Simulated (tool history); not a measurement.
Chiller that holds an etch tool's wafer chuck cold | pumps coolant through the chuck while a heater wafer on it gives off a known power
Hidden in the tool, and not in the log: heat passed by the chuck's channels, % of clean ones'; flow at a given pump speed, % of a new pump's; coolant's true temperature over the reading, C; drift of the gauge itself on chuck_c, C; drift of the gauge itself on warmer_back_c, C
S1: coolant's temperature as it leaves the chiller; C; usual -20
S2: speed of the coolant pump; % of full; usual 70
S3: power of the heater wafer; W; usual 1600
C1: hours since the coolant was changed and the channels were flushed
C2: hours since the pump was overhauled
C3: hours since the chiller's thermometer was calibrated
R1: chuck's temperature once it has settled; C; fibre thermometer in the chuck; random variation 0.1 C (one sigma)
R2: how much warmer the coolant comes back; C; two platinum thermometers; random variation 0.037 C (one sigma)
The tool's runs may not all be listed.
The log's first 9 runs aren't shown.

{"run": 10, "hour": 457.1, "S1": -20, "S2": 72, "S3": 1600, "C1": 1165, "C2": 2042, "C3": 1588, "R1": 0.8, "R2": 7.17}
{"run": 11, "hour": 505.7, "S1": -29, "S2": 70, "S3": 1600, "C1": 1213, "C2": 2090, "C3": 1637, "R1": -8.1, "R2": 7.32}
{"run": 12, "hour": 542.7, "S1": -29, "S2": 70, "S3": 1600, "C1": 1251, "C2": 2127, "C3": 1674, "R1": -7.8, "R2": 7.27}
{"run": 13, "hour": 591.3, "S1": -29, "S2": 70, "S3": 1600, "C1": 1299, "C2": 2176, "C3": 1722, "R1": -7.9, "R2": 7.28}
{"run": 14, "hour": 631.1, "S1": -29, "S2": 82, "S3": 1600, "C1": 1339, "C2": 2216, "C3": 1762, "R1": -9.9, "R2": 6.16}
{"run": 15, "hour": 671.5, "S1": -20, "S2": 70, "S3": 1600, "C1": 1379, "C2": 2256, "C3": 1803, "R1": 1.2, "R2": 7.31}
{"run": 16, "hour": 739.3, "S1": -20, "S2": 70, "S3": 1600, "C1": 1447, "C2": 2324, "C3": 1870, "R1": 1.0, "R2": 7.28}
{"run": 17, "hour": 797.4, "S1": -24, "S2": 88, "S3": 954, "C1": 1505, "C2": 2382, "C3": 1928, "R1": -13.3, "R2": 3.32}
{"run": 18, "hour": 832.4, "S1": -24, "S2": 88, "S3": 954, "C1": 1540, "C2": 2417, "C3": 1963, "R1": -13.2, "R2": 3.31}
{"run": 19, "hour": 879.5, "S1": -22, "S2": 88, "S3": 954, "C1": 1587, "C2": 2464, "C3": 2011, "R1": -11.0, "R2": 3.27}
{"run": 20, "hour": 947.9, "S1": -23, "S2": 71, "S3": 1805, "C1": 1656, "C2": 2532, "C3": 2079, "R1": 0.4, "R2": 8.09}
{"run": 21, "hour": 997.8, "S1": -26, "S2": 67, "S3": 1600, "C1": 1706, "C2": 2582, "C3": 2129, "R1": -4.5, "R2": 7.54}
{"run": 22, "hour": 1032.7, "S1": -20, "S2": 68, "S3": 2353, "C1": 1740, "C2": 2617, "C3": 2164, "R1": 11.5, "R2": 11.1}
{"run": 23, "hour": 1099.4, "S1": -20, "S2": 68, "S3": 2353, "C1": 1807, "C2": 2684, "C3": 2230, "R1": 11.6, "R2": 10.96}
{"run": 24, "hour": 1165.1, "S1": -20, "S2": 70, "S3": 1343, "C1": 1873, "C2": 2750, "C3": 2296, "R1": -2.4, "R2": 6.02}
{"run": 25, "hour": 1212.7, "S1": -20, "S2": 80, "S3": 2252, "C1": 1920, "C2": 2797, "C3": 2344, "R1": 7.2, "R2": 8.82}
{"run": 26, "hour": 1247.4, "S1": -20, "S2": 70, "S3": 1088, "C1": 1955, "C2": 2832, "C3": 2379, "R1": -5.7, "R2": 4.87}
{"run": 27, "hour": 1288.5, "S1": -23, "S2": 71, "S3": 2095, "C1": 1996, "C2": 2873, "C3": 2420, "R1": 4.3, "R2": 9.29}
{"run": 28, "hour": 1356.1, "S1": -19, "S2": 69, "S3": 892, "C1": 2064, "C2": 2941, "C3": 2487, "R1": -7.0, "R2": 3.95}
{"run": 29, "hour": 1396.3, "S1": -19, "S2": 61, "S3": 2110, "C1": 2104, "C2": 2981, "C3": 2527, "R1": 11.3, "R2": 11.0}
{"run": 30, "hour": 1438.9, "S1": -19, "S2": 61, "S3": 2110, "C1": 2147, "C2": 3023, "C3": 2570, "R1": 11.2, "R2": 11.06}
{"run": 31, "hour": 1491.3, "S1": -27, "S2": 65, "S3": 2110, "C1": 2199, "C2": 3076, "C3": 2622, "R1": 2.1, "R2": 10.26}

Forecast each of these 4 alternatives for the next run:
{"run": "A", "hour": 1557.9, "S1": -28, "S2": 81, "S3": 1089, "C1": 2266, "C2": 3142, "C3": 2689, "R1": "?", "R2": "?"}
{"run": "B", "hour": 1557.9, "S1": -27, "S2": 94, "S3": 1578, "C1": 2266, "C2": 3142, "C3": 2689, "R1": "?", "R2": "?"}
{"run": "C", "hour": 1557.9, "S1": -20, "S2": 70, "S3": 847, "C1": 2266, "C2": 3142, "C3": 2689, "R1": "?", "R2": "?"}
{"run": "D", "hour": 1557.9, "S1": -27, "S2": 71, "S3": 2110, "C1": 2266, "C2": 3142, "C3": 2689, "R1": "?", "R2": "?"}

run=A R1=-14.9 R2=4.01
run=B R1=-9.6 R2=5.04
run=C R1=-8.8 R2=3.61
run=D R1=0.6 R2=9.36
Without the tool's hidden state the same runs would have given:
run=A R1=-15.0 R2=4.31
run=B R1=-9.6 R2=5.34
run=C R1=-8.9 R2=3.91
run=D R1=0.5 R2=9.66
